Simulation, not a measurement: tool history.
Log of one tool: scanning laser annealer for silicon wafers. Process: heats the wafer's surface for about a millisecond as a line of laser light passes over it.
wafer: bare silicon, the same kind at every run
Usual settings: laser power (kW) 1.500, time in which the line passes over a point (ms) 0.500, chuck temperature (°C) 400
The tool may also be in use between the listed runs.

run,hour,laser power (kW),time in which the line passes over a point (ms),chuck temperature (°C),highest temperature of the surface (°C)
1,0.0,1.500,0.500,400,1226
# hour 8.6: window over the wafer cleaned
2,12.8,1.500,0.500,400,1230
3,25.8,1.500,0.500,367,1194
4,43.3,1.500,0.500,400,1231
5,61.9,1.487,0.500,400,1221
6,70.9,1.487,0.500,400,1219
7,86.9,1.487,0.500,400,1223
8,104.6,1.487,0.500,400,1219
9,117.0,1.487,0.500,400,1221
10,129.8,1.487,0.500,400,1224
11,146.6,1.487,0.500,400,1219
12,158.9,1.500,0.500,363,1192
13,176.0,1.500,0.500,400,1227
14,193.5,1.500,0.500,400,1229
15,204.0,1.500,0.500,400,1224
16,214.2,1.500,0.500,400,1232
17,226.0,1.500,0.500,400,1229
18,239.2,1.500,0.500,403,1230
19,256.0,1.500,0.500,403,1228
20,275.9,1.544,0.500,400,1256
21,295.4,1.500,0.376,400,1113
22,315.4,1.500,0.376,375,1091
23,330.7,1.500,0.376,375,1087
24,341.2,1.500,0.376,375,1089
25,359.5,1.500,0.376,375,1088
26,367.5,1.500,0.376,375,1084
27,384.1,1.500,0.376,375,1087
28,392.5,1.500,0.388,425,1148
29,400.9,1.434,0.500,384,1173
30,417.7,1.308,0.364,412,1015
31,432.5,1.492,0.423,400,1154
32,450.3,1.492,0.430,436,1197
33,463.8,1.482,0.536,436,1283
34,475.8,1.407,0.536,436,1237
35,490.4,1.407,0.536,436,1237
36,507.3,1.500,0.472,398,1199
37,518.6,1.500,0.500,375,1204
38,537.6,1.374,0.500,426,1182
39,554.3,1.374,0.500,426,1180
40,564.6,1.643,0.500,400,1313
41,581.6,1.378,0.480,423,1163

3 ways to go on from here, each from the tool as it stands after run 41. What would each give?
A,596.8,1.392,0.466,400,?
B,596.8,1.379,0.480,395,?
C,596.8,1.378,0.520,370,?

run,highest temperature of the surface (°C)
A,1133
B,1136
C,1137
Without the tool's hidden state the same runs would have given:
run,highest temperature of the surface (°C)
A,1134
B,1137
C,1138
